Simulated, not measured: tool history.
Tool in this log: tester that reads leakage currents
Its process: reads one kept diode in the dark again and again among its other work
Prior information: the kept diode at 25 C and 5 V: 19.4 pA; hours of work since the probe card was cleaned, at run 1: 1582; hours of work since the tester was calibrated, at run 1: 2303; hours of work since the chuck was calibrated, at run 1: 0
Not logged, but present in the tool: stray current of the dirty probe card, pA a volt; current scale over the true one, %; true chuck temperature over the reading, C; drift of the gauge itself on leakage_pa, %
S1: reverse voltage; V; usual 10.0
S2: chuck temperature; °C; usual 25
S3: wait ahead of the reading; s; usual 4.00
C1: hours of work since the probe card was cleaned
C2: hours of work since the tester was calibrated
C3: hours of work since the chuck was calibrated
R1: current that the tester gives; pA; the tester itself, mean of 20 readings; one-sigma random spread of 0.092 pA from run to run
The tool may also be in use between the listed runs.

run    hour    S1  S2    S3    C1    C2    C3      R1
  1     0.0  10.0  25  4.00  1582  2303     0   30.57
  2    78.0  10.0  25  4.00  1629  2350    47   30.51
  3   158.3  10.0  25  4.00  1677  2398    95   30.36
  4   250.1  10.0  25  4.00  1732  2453   150   30.46
  5   346.3   7.3  25  4.00  1789  2510   207   26.46
  6   430.4   7.3  25  4.00  1839  2560   257   26.46
  7   491.6  11.6  25  4.00  1876  2597   294   32.84
  8   534.5  11.6  25  4.00  1902  2623   320   33.03
  9   622.4  11.6  25  4.00  1954  2675   372   32.99
 10   717.1  11.6  25  4.00  2011  2732   429   32.93
 11   793.5  10.0  26  4.00  2057  2778   474   33.21
 12   852.5  10.0  26  4.00  2092  2813   510   33.09
 13   900.4  10.0  26  4.00  2121  2841   538   33.19
 14   943.0  10.0  26  4.00  2146  2867   564   33.32
 15   985.4  10.0  26  4.00  2171  2892   589   33.36
 16  1069.5  10.0  30  4.00  2222  2943   639   45.11
 17  1146.6  10.0  30  4.00  2268  2989   686   44.92
 18  1233.6  10.0  30  4.00  2320  3041   738   44.89
 19  1289.0  10.0  25  0.85  2353  3074   771   33.34
     1295.4  -- tester calibrated
 20  1344.3  10.0  25  2.20  2385    29   803   31.88
 21  1401.1  10.0  23  2.20  2419    63   837   27.75
 22  1498.7  10.0  23  2.20  2477   122   895   27.95
 23  1589.5  10.0  23  2.20  2531   176   949   28.06
     1601.7  -- tester calibrated, once more
 24  1642.2   6.9  27  0.36  2562    24   980   33.34
 25  1689.6   1.4  29  0.56  2590    53  1008   17.98
 26  1740.0   1.4  29  0.56  2620    83  1038   17.93
 27  1787.1  15.0  30  4.00  2648   111  1066   53.06
     1797.8  -- chuck's temperature calibrated
 28  1847.7  15.0  30  4.00  2683   146    30   56.83
 29  1890.5  19.4  37  0.63  2709   171    55  112.12
 30  1956.9   4.1  37  9.33  2749   211    95   55.51
 31  2004.2   4.1  37  9.33  2777   239   123   55.56
 32  2070.5   4.1  37  9.33  2817   279   163   55.60
 33  2142.3   4.1  37  9.33  2859   322   206   55.04
 34  2209.9  15.2  27  0.58  2900   362   246   51.79
 35  2249.4   6.7  51  4.00  2924   386   270  201.41
 36  2305.2   6.7  51  4.00  2957   420   303  201.53
 37  2368.9   1.1  25  0.40  2995   458   341   12.56
 38  2411.2   1.1  25  0.40  3020   483   367   12.57
 39  2478.5   1.1  24  0.34  3061   523   407   11.66

Across each entry between runs, compare the hidden state at the last listed run before it with the hidden state at the first listed run after it:
In the gap between runs 19 and 20: tester calibrated (hour 1295.4)
  stray current of the dirty probe card, pA a volt: 0.661 -> 0.669; current scale over the true one, %: 2.25 -> 3.39; true chuck temperature over the reading, C: -0.74 -> -0.77
  the result without the hidden state subtracted from the measured one, R1: +5.49 -> +5.82 pA
In the gap between runs 23 and 24: tester calibrated, once more (hour 1601.7)
  stray current of the dirty probe card, pA a volt: 0.708 -> 0.716; current scale over the true one, %: 3.5 -> -0.26; true chuck temperature over the reading, C: -0.91 -> -0.94
  the result without the hidden state subtracted from the measured one, R1: +6.15 -> +2.56 pA
In the gap between runs 27 and 28: chuck's temperature calibrated (hour 1797.8)
  stray current of the dirty probe card, pA a volt: 0.739 -> 0.748; current scale over the true one, %: -0.19 -> -0.17; true chuck temperature over the reading, C: -1.01 -> -0.13
  the result without the hidden state subtracted from the measured one, R1: +6.71 -> +10.30 pA
